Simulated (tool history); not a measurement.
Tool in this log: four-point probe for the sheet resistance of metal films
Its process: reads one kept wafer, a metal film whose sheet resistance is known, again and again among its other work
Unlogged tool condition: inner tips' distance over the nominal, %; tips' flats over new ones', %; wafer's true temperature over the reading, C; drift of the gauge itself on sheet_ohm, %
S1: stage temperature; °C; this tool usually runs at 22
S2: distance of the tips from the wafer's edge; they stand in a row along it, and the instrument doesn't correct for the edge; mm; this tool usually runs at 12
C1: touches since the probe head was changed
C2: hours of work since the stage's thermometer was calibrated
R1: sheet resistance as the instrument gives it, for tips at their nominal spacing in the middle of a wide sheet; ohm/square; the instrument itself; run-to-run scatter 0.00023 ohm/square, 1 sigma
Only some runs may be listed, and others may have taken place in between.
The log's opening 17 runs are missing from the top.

run    hour  S1  S2      C1    C2        R1
 18  1242.9  22  34  153223  1503  1.123979
 19  1341.9  22  12  156874  1564  1.124844
 20  1429.4  22  12  160101  1618  1.124701
 21  1522.2  22  12  163526  1675  1.124408
 22  1613.8  22  12  166905  1732  1.124472
 23  1660.3  28  16  168620  1760  1.118541
 24  1764.3  28  16  172456  1825  1.117956
 25  1819.8  28  16  174502  1859  1.117227
 26  1864.4  19  20  176147  1886  1.125463
 27  1936.6  19  20  178812  1931  1.125498
 28  1991.6  27  13  180840  1965  1.118793
 29  2090.5  25  31  184490  2026  1.118959
 30  2189.3  25  31  188134  2087  1.118676
 31  2249.1  25  31  190341  2124  1.118586
 32  2351.1  22  13  194100  2187  1.122228
 33  2399.6  21  12  195890  2217  1.122540
     2467.9  -- stage's thermometer calibrated
 34  2474.4  21  18  198631     4  1.123719
 35  2577.1  21  18  202420    67  1.123188
 36  2668.3  23  12  205786   124  1.121535
     2723.0  -- new probe head fitted
 37  2752.0  23  12    1071   175  1.131926
 38  2856.9  23  12    4940   240  1.132037
 39  2955.7  23  12    8584   301  1.131284
 40  3024.3  20  11   11114   343  1.134028
 41  3079.9  20  11   13167   377  1.133767
 42  3161.3  27   6   16168   428  1.130165

Here are 3 independent what-if runs from the current tool condition. What would each one return?
  A  3255.8  20  10  19656  486   ?
  B  3255.8  30  63  19656  486   ?
  C  3255.8  20   4  19656  486   ?

run        R1
  A  1.133391
  B  1.123437
  C  1.141673
Without the tool's hidden state the same runs would have given:
run        R1
  A  1.134572
  B  1.124600
  C  1.142862

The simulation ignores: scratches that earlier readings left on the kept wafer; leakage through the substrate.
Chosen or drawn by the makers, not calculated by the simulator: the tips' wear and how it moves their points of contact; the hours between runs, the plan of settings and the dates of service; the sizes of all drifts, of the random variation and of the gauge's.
